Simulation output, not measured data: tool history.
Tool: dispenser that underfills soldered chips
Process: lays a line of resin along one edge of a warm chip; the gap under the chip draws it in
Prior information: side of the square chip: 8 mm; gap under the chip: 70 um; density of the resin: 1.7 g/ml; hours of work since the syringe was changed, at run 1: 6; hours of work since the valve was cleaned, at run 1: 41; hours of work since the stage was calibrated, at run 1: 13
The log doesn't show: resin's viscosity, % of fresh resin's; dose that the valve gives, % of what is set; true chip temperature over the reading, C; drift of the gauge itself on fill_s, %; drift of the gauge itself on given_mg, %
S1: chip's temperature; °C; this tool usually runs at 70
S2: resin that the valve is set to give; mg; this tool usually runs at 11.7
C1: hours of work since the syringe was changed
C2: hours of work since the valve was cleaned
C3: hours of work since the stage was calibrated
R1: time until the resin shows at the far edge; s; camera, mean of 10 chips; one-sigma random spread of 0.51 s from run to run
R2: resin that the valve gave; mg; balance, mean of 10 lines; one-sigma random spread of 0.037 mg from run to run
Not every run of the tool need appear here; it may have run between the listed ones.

run,hour,S1,S2,C1,C2,C3,R1,R2
1,0.0,70,11.7,6,41,13,66.5,11.44
# hour 1.7: new syringe of resin
2,4.9,67,11.7,2,44,16,54.8,11.36
# hour 12.8: new syringe of resin
3,12.9,67,11.7,0,48,20,46.5,11.41
4,20.3,67,11.7,5,53,25,67.5,11.31
# hour 24.2: new syringe of resin
5,25.4,67,11.7,1,56,28,49.6,11.31
6,32.7,67,13.7,5,61,33,70.9,13.22
# hour 35.5: new syringe of resin
7,39.4,71,11.7,2,65,37,48.4,11.24
8,44.0,70,11.0,5,68,40,63.7,10.60
# hour 46.7: new syringe of resin
9,50.4,70,11.0,2,71,43,49.5,10.59
# hour 58.0: new syringe of resin
10,58.8,85,11.0,1,77,49,25.5,10.48
11,64.1,85,11.0,4,80,52,31.9,10.50
12,68.0,70,11.7,6,82,54,69.3,11.13
# hour 69.3: new syringe of resin
13,74.1,63,11.7,3,86,58,68.7,11.13
# hour 80.5: new syringe of resin
14,81.1,63,11.7,0,90,62,55.3,11.03
15,88.3,63,11.7,5,95,67,78.6,11.02
# hour 91.5: new syringe of resin
16,93.8,74,11.7,1,98,70,38.6,11.05
# hour 99.1: dispensing valve cleaned and set on the balance
17,100.9,72,11.7,5,1,74,57.2,11.76
# hour 104.0: new syringe of resin
18,106.0,72,11.7,1,4,77,42.0,11.72
19,110.2,65,14.8,4,7,79,66.6,14.73
20,113.8,65,14.8,6,9,82,82.4,14.71
# hour 115.1: new syringe of resin
21,117.7,85,13.7,2,11,84,25.1,13.64
22,122.9,85,13.7,5,15,87,33.7,13.57
# hour 126.3: new syringe of resin
23,131.3,62,13.0,3,20,92,71.6,12.88
24,134.7,61,14.4,5,22,94,89.6,14.32
# hour 137.4: new syringe of resin
25,142.0,61,12.3,3,26,99,76.7,12.11
26,146.6,58,10.2,6,29,102,110.7,9.99
# hour 148.7: new syringe of resin
27,152.1,82,13.8,2,32,105,29.9,13.54
28,155.7,79,13.8,4,35,107,38.9,13.53
# hour 160.0: new syringe of resin
29,160.1,70,13.7,0,37,110,40.2,13.42
30,167.0,83,11.7,4,41,114,35.1,11.47
# hour 171.1: new syringe of resin
31,173.5,83,11.7,2,45,118,28.2,11.36
32,178.1,80,11.8,4,48,121,38.2,11.54
# hour 182.6: new syringe of resin
33,186.0,80,11.8,2,53,126,30.9,11.44
34,189.9,58,15.0,5,55,128,93.4,14.54
# hour 193.6: new syringe of resin
35,196.3,74,12.7,2,59,132,39.3,12.33
36,203.4,74,12.7,6,64,136,57.3,12.22

A few steps of R1 between consecutive runs. Split each: what settings, incoming material and random variation would produce without the hidden state, and what is left over for the hidden state, along with gauge scatter present in only one of the two compared results (measured, and without hidden state):
Run 20 -> 21: S1 65 -> 85, S2 14.8 -> 13.7, new syringe of resin. R1 -57.3 s: hidden state -29.6, all else -27.7.
Run 25 -> 26: S1 61 -> 58, S2 12.3 -> 10.2. R1 +34.0 s: hidden state +25.7, all else +8.3.
Run 26 -> 27: S1 58 -> 82, S2 10.2 -> 13.8, new syringe of resin. R1 -80.8 s: hidden state -37.8, all else -43.0.
Run 33 -> 34: S1 80 -> 58, S2 11.8 -> 15.0. R1 +62.5 s: hidden state +22.7, all else +39.8.

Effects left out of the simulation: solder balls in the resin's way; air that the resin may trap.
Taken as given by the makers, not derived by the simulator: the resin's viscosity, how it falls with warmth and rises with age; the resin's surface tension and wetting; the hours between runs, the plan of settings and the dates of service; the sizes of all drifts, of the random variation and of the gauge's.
